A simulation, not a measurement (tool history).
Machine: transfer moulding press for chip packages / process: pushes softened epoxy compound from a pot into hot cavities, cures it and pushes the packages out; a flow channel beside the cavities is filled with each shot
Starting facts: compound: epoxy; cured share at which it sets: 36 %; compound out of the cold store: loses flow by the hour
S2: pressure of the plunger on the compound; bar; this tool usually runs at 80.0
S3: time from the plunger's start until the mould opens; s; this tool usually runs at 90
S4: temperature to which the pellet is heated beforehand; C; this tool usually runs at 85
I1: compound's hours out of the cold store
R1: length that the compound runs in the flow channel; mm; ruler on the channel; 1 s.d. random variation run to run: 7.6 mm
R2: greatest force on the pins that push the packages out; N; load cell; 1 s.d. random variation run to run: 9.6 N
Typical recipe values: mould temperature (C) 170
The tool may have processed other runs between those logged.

{"run": 1, "hour": 0.0, "mould temperature (C)": 170, "S2": 80.0, "S3": 90, "S4": 85, "I1": 36.2, "R1": 839, "R2": 440}
{"hour": 44.5, "done": "cavities cleaned with cleaning compound and waxed"}
{"run": 2, "hour": 66.4, "mould temperature (C)": 170, "S2": 80.0, "S3": 90, "S4": 85, "I1": 34.5, "R1": 851, "R2": 673}
{"hour": 88.8, "done": "cavities cleaned with cleaning compound and waxed"}
{"hour": 133.5, "done": "plunger's sealing rings changed"}
{"hour": 135.0, "done": "cavities cleaned with cleaning compound and waxed"}
{"run": 3, "hour": 136.0, "mould temperature (C)": 170, "S2": 80.0, "S3": 90, "S4": 85, "I1": 40.7, "R1": 861, "R2": 447}
{"hour": 183.4, "done": "cavities cleaned with cleaning compound and waxed"}
{"run": 4, "hour": 213.5, "mould temperature (C)": 170, "S2": 80.0, "S3": 90, "S4": 85, "I1": 33.8, "R1": 897, "R2": 746}
{"hour": 226.2, "done": "cavities cleaned with cleaning compound and waxed"}
{"hour": 269.1, "done": "cavities cleaned with cleaning compound and waxed"}
{"run": 5, "hour": 275.1, "mould temperature (C)": 170, "S2": 80.0, "S3": 90, "S4": 85, "I1": 27.2, "R1": 908, "R2": 520}
{"hour": 312.4, "done": "cavities cleaned with cleaning compound and waxed"}
{"run": 6, "hour": 328.9, "mould temperature (C)": 170, "S2": 80.0, "S3": 90, "S4": 85, "I1": 18.4, "R1": 958, "R2": 659}
{"hour": 361.6, "done": "cavities cleaned with cleaning compound and waxed"}
{"run": 7, "hour": 395.6, "mould temperature (C)": 170, "S2": 80.0, "S3": 90, "S4": 85, "I1": 13.1, "R1": 958, "R2": 777}
{"hour": 404.3, "done": "cavities cleaned with cleaning compound and waxed"}
{"run": 8, "hour": 442.9, "mould temperature (C)": 170, "S2": 80.0, "S3": 90, "S4": 85, "I1": 22.9, "R1": 909, "R2": 816}
{"hour": 450.2, "done": "cavities cleaned with cleaning compound and waxed"}
{"hour": 495.1, "done": "cavities cleaned with cleaning compound and waxed"}
{"run": 9, "hour": 514.6, "mould temperature (C)": 170, "S2": 80.0, "S3": 90, "S4": 85, "I1": 36.7, "R1": 815, "R2": 671}
{"hour": 543.0, "done": "plunger's sealing rings changed"}
{"hour": 544.5, "done": "cavities cleaned with cleaning compound and waxed"}
{"run": 10, "hour": 582.5, "mould temperature (C)": 170, "S2": 80.0, "S3": 90, "S4": 85, "I1": 30.0, "R1": 923, "R2": 775}
{"hour": 589.4, "done": "cavities cleaned with cleaning compound and waxed"}
{"hour": 637.0, "done": "cavities cleaned with cleaning compound and waxed"}
{"run": 11, "hour": 655.0, "mould temperature (C)": 170, "S2": 80.0, "S3": 90, "S4": 87, "I1": 34.6, "R1": 881, "R2": 636}
{"hour": 682.7, "done": "cavities cleaned with cleaning compound and waxed"}
{"hour": 727.2, "done": "cavities cleaned with cleaning compound and waxed"}
{"run": 12, "hour": 743.1, "mould temperature (C)": 170, "S2": 80.0, "S3": 90, "S4": 87, "I1": 12.0, "R1": 973, "R2": 632}
{"hour": 774.2, "done": "cavities cleaned with cleaning compound and waxed"}
{"run": 13, "hour": 786.3, "mould temperature (C)": 170, "S2": 80.0, "S3": 121, "S4": 87, "I1": 38.6, "R1": 838, "R2": 548}
{"hour": 822.7, "done": "cavities cleaned with cleaning compound and waxed"}
{"run": 14, "hour": 858.5, "mould temperature (C)": 170, "S2": 86.6, "S3": 121, "S4": 94, "I1": 41.2, "R1": 841, "R2": 706}
{"hour": 866.7, "done": "cavities cleaned with cleaning compound and waxed"}
{"hour": 885.4, "done": "mould's thermocouples calibrated"}
{"hour": 913.5, "done": "cavities cleaned with cleaning compound and waxed"}
{"run": 15, "hour": 940.4, "mould temperature (C)": 170, "S2": 86.6, "S3": 121, "S4": 94, "I1": 30.9, "R1": 882, "R2": 680}
{"hour": 955.5, "done": "plunger's sealing rings changed"}
{"hour": 963.4, "done": "cavities cleaned with cleaning compound and waxed"}
{"run": 16, "hour": 984.1, "mould temperature (C)": 170, "S2": 86.6, "S3": 121, "S4": 94, "I1": 18.1, "R1": 1021, "R2": 626}
{"hour": 1006.6, "done": "cavities cleaned with cleaning compound and waxed"}
{"run": 17, "hour": 1036.6, "mould temperature (C)": 170, "S2": 78.7, "S3": 112, "S4": 85, "I1": 12.6, "R1": 999, "R2": 705}
{"hour": 1051.0, "done": "cavities cleaned with cleaning compound and waxed"}
{"hour": 1094.1, "done": "cavities cleaned with cleaning compound and waxed"}
{"run": 18, "hour": 1117.7, "mould temperature (C)": 170, "S2": 78.7, "S3": 112, "S4": 85, "I1": 19.1, "R1": 944, "R2": 654}
{"hour": 1141.0, "done": "cavities cleaned with cleaning compound and waxed"}
{"hour": 1187.2, "done": "cavities cleaned with cleaning compound and waxed"}
{"run": 19, "hour": 1207.3, "mould temperature (C)": 170, "S2": 78.7, "S3": 112, "S4": 85, "I1": 43.7, "R1": 812, "R2": 589}
{"hour": 1231.4, "done": "cavities cleaned with cleaning compound and waxed"}
{"run": 20, "hour": 1267.2, "mould temperature (C)": 162, "S2": 67.7, "S3": 90, "S4": 85, "I1": 40.1, "R1": 791, "R2": 1153}
{"hour": 1274.0, "done": "cavities cleaned with cleaning compound and waxed"}
{"hour": 1317.1, "done": "cavities cleaned with cleaning compound and waxed"}
{"run": 21, "hour": 1317.1, "mould temperature (C)": 162, "S2": 67.7, "S3": 90, "S4": 85, "I1": 25.7, "R1": 842, "R2": 676}
{"hour": 1359.3, "done": "cavities cleaned with cleaning compound and waxed"}
{"hour": 1369.2, "done": "plunger's sealing rings changed"}
{"run": 22, "hour": 1376.1, "mould temperature (C)": 162, "S2": 67.7, "S3": 90, "S4": 85, "I1": 23.5, "R1": 922, "R2": 983}
{"hour": 1407.2, "done": "cavities cleaned with cleaning compound and waxed"}
{"run": 23, "hour": 1421.0, "mould temperature (C)": 167, "S2": 81.2, "S3": 77, "S4": 93, "I1": 16.5, "R1": 1015, "R2": 975}
{"hour": 1450.6, "done": "cavities cleaned with cleaning compound and waxed"}
{"hour": 1492.9, "done": "cavities cleaned with cleaning compound and waxed"}
{"run": 24, "hour": 1494.8, "mould temperature (C)": 176, "S2": 82.9, "S3": 89, "S4": 89, "I1": 35.4, "R1": 876, "R2": 451}
{"hour": 1538.9, "done": "cavities cleaned with cleaning compound and waxed"}
{"run": 25, "hour": 1546.7, "mould temperature (C)": 176, "S2": 82.9, "S3": 89, "S4": 89, "I1": 46.6, "R1": 803, "R2": 517}
{"hour": 1584.2, "done": "cavities cleaned with cleaning compound and waxed"}
{"run": 26, "hour": 1615.8, "mould temperature (C)": 174, "S2": 72.7, "S3": 95, "S4": 85, "I1": 12.8, "R1": 908, "R2": 740}

Some steps in R1 between neighbouring runs. How much of each would the tool show without its hidden state too (settings, what came in, random variation), and how much is left for the hidden state, with any gauge scatter that isn't in both results?
Hidden conditions of the tool in this case: true mould temperature over the reading, C; pressure that reaches the compound, % of what is set; grip of the stained cavities, % over clean ones'; drift of the gauge itself on flow_mm, %; drift of the gauge itself on push_out_n, %.
Run 2 -> 3: cavities cleaned with cleaning compound and waxed, plunger's sealing rings changed, cavities cleaned with cleaning compound and waxed. R1 +10 mm: hidden state +55, all else -45.
Run 15 -> 16: plunger's sealing rings changed, cavities cleaned with cleaning compound and waxed. R1 +139 mm: hidden state +62, all else +77.
Run 23 -> 24: mould temperature (C) 167 -> 176, S2 81.2 -> 82.9, S3 77 -> 89, S4 93 -> 89, cavities cleaned with cleaning compound and waxed, cavities cleaned with cleaning compound and waxed. R1 -139 mm: hidden state -10, all else -129.
